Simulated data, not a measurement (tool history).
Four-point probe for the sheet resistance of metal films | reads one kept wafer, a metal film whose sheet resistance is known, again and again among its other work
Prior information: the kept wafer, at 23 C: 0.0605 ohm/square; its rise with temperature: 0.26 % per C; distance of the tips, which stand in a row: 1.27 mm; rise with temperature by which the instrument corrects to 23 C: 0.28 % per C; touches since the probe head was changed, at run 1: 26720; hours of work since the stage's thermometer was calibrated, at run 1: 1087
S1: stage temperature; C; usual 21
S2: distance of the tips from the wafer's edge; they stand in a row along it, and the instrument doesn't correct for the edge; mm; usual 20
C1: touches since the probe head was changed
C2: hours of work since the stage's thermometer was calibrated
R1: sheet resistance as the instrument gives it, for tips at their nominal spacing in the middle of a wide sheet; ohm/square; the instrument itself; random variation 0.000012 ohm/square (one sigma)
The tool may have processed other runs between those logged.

run     day  S1  S2     C1    C2        R1
  1       0  21  20  26720  1087   0.06062
  2   2.908  21  20  28743  1131  0.060616
  3   6.304  21  20  31107  1183  0.060602
  4   8.362  21  20  32538  1214  0.060628
  5  10.083  19  20  33734  1240  0.060638
  6  13.967  19  20  36434  1300  0.060611
  7  16.496  19  20  38195  1338   0.06064
  8    19.8  19  20  40493  1389  0.060669
     20.117  -- stage's thermometer calibrated
  9  21.996  30  20  42007    29  0.060492
 10  24.321  22  55  43624    64  0.060486
 11  27.542  19  23  45864   113  0.060545
 12  29.367  33   4  47134   141  0.063444
     30.208  -- stage's thermometer calibrated, once more
 13  31.492  33   4  48596    20  0.063609
 14  33.142  33   4  49743    45   0.06357
 15  35.758  33   4  51564    85  0.063584
 16  39.596  25  19  54233   143  0.060695

Below are 3 alternative next runs, each starting from the tool's condition after run 16. Predict each:
  A  42.121  32   5  55989  182   ?
  B  42.121  28   4  55989  182   ?
  C  42.121  25  24  55989  182   ?

run        R1
  A  0.062525
  B  0.063646
  C  0.060651
Had the tool no hidden state, the same runs would have come out as:
run        R1
  A  0.062439
  B  0.063559
  C  0.060567
